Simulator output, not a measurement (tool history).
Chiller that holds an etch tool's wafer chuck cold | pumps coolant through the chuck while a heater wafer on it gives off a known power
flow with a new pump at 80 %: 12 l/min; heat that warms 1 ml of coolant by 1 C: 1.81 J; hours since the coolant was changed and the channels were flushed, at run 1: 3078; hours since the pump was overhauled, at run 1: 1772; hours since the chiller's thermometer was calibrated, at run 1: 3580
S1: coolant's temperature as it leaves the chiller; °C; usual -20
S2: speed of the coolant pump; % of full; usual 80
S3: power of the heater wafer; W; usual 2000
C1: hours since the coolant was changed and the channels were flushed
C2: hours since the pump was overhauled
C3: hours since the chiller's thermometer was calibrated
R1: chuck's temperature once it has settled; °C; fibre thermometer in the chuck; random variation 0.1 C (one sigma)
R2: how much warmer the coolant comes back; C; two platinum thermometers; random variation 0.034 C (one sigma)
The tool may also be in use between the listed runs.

run    hour   S1  S2    S3    C1    C2    C3     R1    R2
  1     0.0  -20  80  2000  3078  1772  3580   -2.6  5.78
  2   119.2  -20  80  2426  3197  1891  3699    1.2  6.94
  3   210.0  -20  97  2426  3288  1982  3790   -1.6  5.75
  4   273.8  -20  97  2426  3351  2046  3854   -1.6  5.76
  5   397.1  -20  79  2426  3475  2169  3977    1.6  7.13
  6   499.7  -20  79  2426  3577  2272  4080    1.5  7.14
      602.8  -- chiller's thermometer calibrated
  7   604.7  -20  80  2000  3681  2376     2   -2.6  5.91
  8   714.4  -20  80  2000  3791  2485   112   -2.6  5.85
  9   810.8  -20  73  2000  3887  2582   208   -1.1  6.46
 10   899.1  -20  80  2333  3976  2670   296    0.6  6.90
 11   978.5  -20  80  2333  4055  2749   376    0.5  6.88
 12  1056.1  -20  80  2333  4133  2827   453    0.7  6.90
 13  1180.2  -26  74  2333  4257  2951   577   -4.0  7.48
 14  1259.0  -20  73  1951  4335  3030   656   -1.5  6.41
     1309.6  -- coolant changed, channels flushed
 15  1375.6  -27  79  1855    66  3141   767  -11.0  5.64
 16  1496.4  -22  67  1992   187  3261   888   -2.6  7.14
 17  1610.7  -24  97  1730   301  3376  1002  -11.3  4.22
 18  1698.3  -26  88  1289   389  3463  1090  -15.8  3.56
 19  1805.6  -20  75  1479   496  3570  1197   -6.4  4.70
 20  1873.7  -21  83  1939   564  3639  1265   -4.7  5.60

Measured less the same run without the tool's hidden state. The same run-to-run variation is in both; the gauge's scatter may not be:
The hidden state here: heat passed by the chuck's channels, % of clean ones'; flow at a given pump speed, % of a new pump's; coolant's true temperature over the reading, C; drift of the gauge itself on chuck_c, C; drift of the gauge itself on warmer_back_c, C.
run    R1     R2
  1  +1.5  +0.24
  2  +1.8  +0.31
  3  +1.7  +0.26
  4  +1.7  +0.27
  5  +2.0  +0.35
  6  +2.1  +0.37
  7  +1.5  +0.31
  8  +1.6  +0.33
  9  +1.8  +0.36
 10  +1.9  +0.41
 11  +1.9  +0.42
 12  +2.0  +0.43
 13  +2.3  +0.49
 14  +2.0  +0.42
 15  +0.9  +0.39
 16  +1.1  +0.51
 17  +0.8  +0.31
 18  +0.7  +0.26
 19  +1.0  +0.37
 20  +1.1  +0.44
